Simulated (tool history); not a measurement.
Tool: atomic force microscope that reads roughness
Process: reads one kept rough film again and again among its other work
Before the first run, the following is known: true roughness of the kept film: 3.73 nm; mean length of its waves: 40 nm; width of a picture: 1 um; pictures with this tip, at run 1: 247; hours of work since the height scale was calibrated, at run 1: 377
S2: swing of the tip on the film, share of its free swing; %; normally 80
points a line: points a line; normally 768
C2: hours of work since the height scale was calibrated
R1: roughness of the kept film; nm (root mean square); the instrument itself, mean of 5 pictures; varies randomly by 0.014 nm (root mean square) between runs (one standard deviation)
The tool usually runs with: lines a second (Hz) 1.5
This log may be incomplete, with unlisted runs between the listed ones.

run 1 day=0 | lines_a_second_(Hz)=1.5 S2=80 points_a_line=768 | pictures_with_this_tip=247 C2=377 | R1=3.049
run 2 day=0.625 | lines_a_second_(Hz)=1.5 S2=80 points_a_line=768 | pictures_with_this_tip=260 C2=383 | R1=3.029
run 3 day=1.133 | lines_a_second_(Hz)=1.5 S2=80 points_a_line=380 | pictures_with_this_tip=271 C2=388 | R1=3.046
run 4 day=1.708 | lines_a_second_(Hz)=1.5 S2=80 points_a_line=380 | pictures_with_this_tip=283 C2=394 | R1=3.024
run 5 day=2.404 | lines_a_second_(Hz)=1.5 S2=80 points_a_line=380 | pictures_with_this_tip=297 C2=401 | R1=3.024
run 6 day=3.242 | lines_a_second_(Hz)=1.5 S2=80 points_a_line=380 | pictures_with_this_tip=315 C2=410 | R1=2.985
-- day=3.471 new tip fitted
run 7 day=3.7 | lines_a_second_(Hz)=1.5 S2=80 points_a_line=380 | pictures_with_this_tip=5 C2=414 | R1=3.186
run 8 day=4.308 | lines_a_second_(Hz)=1.5 S2=80 points_a_line=768 | pictures_with_this_tip=18 C2=421 | R1=3.191
run 9 day=4.971 | lines_a_second_(Hz)=1.5 S2=80 points_a_line=768 | pictures_with_this_tip=32 C2=427 | R1=3.171
run 10 day=5.621 | lines_a_second_(Hz)=1.5 S2=80 points_a_line=768 | pictures_with_this_tip=46 C2=434 | R1=3.185
run 11 day=6.046 | lines_a_second_(Hz)=1.5 S2=80 points_a_line=504 | pictures_with_this_tip=54 C2=438 | R1=3.172
run 12 day=6.833 | lines_a_second_(Hz)=1.5 S2=80 points_a_line=504 | pictures_with_this_tip=71 C2=447 | R1=3.142
run 13 day=7.442 | lines_a_second_(Hz)=1.5 S2=80 points_a_line=768 | pictures_with_this_tip=84 C2=453 | R1=3.108
run 14 day=8.067 | lines_a_second_(Hz)=0.65 S2=80 points_a_line=768 | pictures_with_this_tip=97 C2=459 | R1=3.26
run 15 day=8.779 | lines_a_second_(Hz)=0.65 S2=80 points_a_line=768 | pictures_with_this_tip=112 C2=467 | R1=3.257
run 16 day=9.504 | lines_a_second_(Hz)=0.87 S2=80 points_a_line=768 | pictures_with_this_tip=127 C2=474 | R1=3.199
run 17 day=10.188 | lines_a_second_(Hz)=1.5 S2=80 points_a_line=291 | pictures_with_this_tip=141 C2=481 | R1=3.071
run 18 day=10.604 | lines_a_second_(Hz)=0.6 S2=80 points_a_line=768 | pictures_with_this_tip=150 C2=485 | R1=3.233
run 19 day=11.304 | lines_a_second_(Hz)=1.5 S2=73 points_a_line=768 | pictures_with_this_tip=165 C2=492 | R1=3.166
run 20 day=12.121 | lines_a_second_(Hz)=1.5 S2=73 points_a_line=768 | pictures_with_this_tip=182 C2=501 | R1=3.122
run 21 day=12.875 | lines_a_second_(Hz)=1.5 S2=73 points_a_line=768 | pictures_with_this_tip=198 C2=509 | R1=3.127
run 22 day=13.417 | lines_a_second_(Hz)=1.5 S2=73 points_a_line=768 | pictures_with_this_tip=209 C2=514 | R1=3.13
run 23 day=13.942 | lines_a_second_(Hz)=0.85 S2=80 points_a_line=768 | pictures_with_this_tip=220 C2=520 | R1=3.135
run 24 day=14.633 | lines_a_second_(Hz)=1.5 S2=65 points_a_line=803 | pictures_with_this_tip=235 C2=527 | R1=3.154
run 25 day=15.088 | lines_a_second_(Hz)=1.5 S2=58 points_a_line=794 | pictures_with_this_tip=244 C2=531 | R1=3.169
run 26 day=15.483 | lines_a_second_(Hz)=1.5 S2=58 points_a_line=794 | pictures_with_this_tip=253 C2=535 | R1=3.186
run 27 day=16.392 | lines_a_second_(Hz)=1.5 S2=58 points_a_line=794 | pictures_with_this_tip=272 C2=545 | R1=3.204
run 28 day=16.804 | lines_a_second_(Hz)=1.45 S2=80 points_a_line=274 | pictures_with_this_tip=280 C2=549 | R1=2.985
run 29 day=17.462 | lines_a_second_(Hz)=1.45 S2=87 points_a_line=274 | pictures_with_this_tip=294 C2=556 | R1=2.908
run 30 day=18.212 | lines_a_second_(Hz)=0.9 S2=61 points_a_line=772 | pictures_with_this_tip=310 C2=563 | R1=3.169
-- day=18.675 new tip fitted
run 31 day=18.721 | lines_a_second_(Hz)=0.9 S2=61 points_a_line=772 | pictures_with_this_tip=1 C2=569 | R1=3.391
run 32 day=19.125 | lines_a_second_(Hz)=3.04 S2=80 points_a_line=1015 | pictures_with_this_tip=10 C2=573 | R1=2.949
run 33 day=19.888 | lines_a_second_(Hz)=3.04 S2=80 points_a_line=1015 | pictures_with_this_tip=26 C2=580 | R1=2.953
run 34 day=20.279 | lines_a_second_(Hz)=0.9 S2=80 points_a_line=934 | pictures_with_this_tip=34 C2=585 | R1=3.262
run 35 day=20.992 | lines_a_second_(Hz)=2.27 S2=73 points_a_line=997 | pictures_with_this_tip=49 C2=592 | R1=3.141
run 36 day=21.671 | lines_a_second_(Hz)=1.76 S2=80 points_a_line=952 | pictures_with_this_tip=63 C2=599 | R1=3.114
run 37 day=22.154 | lines_a_second_(Hz)=1.76 S2=80 points_a_line=952 | pictures_with_this_tip=73 C2=604 | R1=3.086
run 38 day=22.725 | lines_a_second_(Hz)=3.71 S2=80 points_a_line=615 | pictures_with_this_tip=85 C2=610 | R1=2.822
run 39 day=23.462 | lines_a_second_(Hz)=1.5 S2=75 points_a_line=745 | pictures_with_this_tip=101 C2=617 | R1=3.175
run 40 day=24.233 | lines_a_second_(Hz)=1.5 S2=75 points_a_line=537 | pictures_with_this_tip=117 C2=625 | R1=3.163
run 41 day=24.629 | lines_a_second_(Hz)=1.5 S2=90 points_a_line=537 | pictures_with_this_tip=125 C2=629 | R1=2.961
run 42 day=25.167 | lines_a_second_(Hz)=1.59 S2=56 points_a_line=381 | pictures_with_this_tip=137 C2=635 | R1=3.238
run 43 day=25.862 | lines_a_second_(Hz)=1.39 S2=78 points_a_line=768 | pictures_with_this_tip=151 C2=642 | R1=3.139
run 44 day=26.325 | lines_a_second_(Hz)=3.41 S2=59 points_a_line=344 | pictures_with_this_tip=161 C2=647 | R1=3.146
run 45 day=27.092 | lines_a_second_(Hz)=3.41 S2=59 points_a_line=344 | pictures_with_this_tip=177 C2=655 | R1=3.127

Selected run-to-run steps in R1, each split into two signed amounts: the part the tool would show with no hidden state at all (from settings, incoming material and random variation), and the remainder, which goes to the hidden state together with any gauge scatter not common to the measured and the hidden-state-free results:
The tool's hidden condition here consists of: radius of the tip, nm; height scale over the true one, %; drift of the gauge itself on roughness_nm, %.
Run 6 -> 7: new tip fitted. R1 +0.201 nm (root mean square): hidden state +0.194, all else +0.007.
Run 29 -> 30: lines a second (Hz) 1.45 -> 0.9, S2 87 -> 61, points a line 274 -> 772. R1 +0.261 nm (root mean square): hidden state -0.034, all else +0.295.
Run 30 -> 31: new tip fitted. R1 +0.222 nm (root mean square): hidden state +0.237, all else -0.015.
Run 31 -> 32: lines a second (Hz) 0.9 -> 3.04, S2 61 -> 80, points a line 772 -> 1015. R1 -0.442 nm (root mean square): hidden state -0.003, all else -0.439.
Run 33 -> 34: lines a second (Hz) 3.04 -> 0.9, points a line 1015 -> 934. R1 +0.309 nm (root mean square): hidden state -0.013, all else +0.322.
Run 38 -> 39: lines a second (Hz) 3.71 -> 1.5, S2 80 -> 75, points a line 615 -> 745. R1 +0.353 nm (root mean square): hidden state -0.026, all else +0.379.
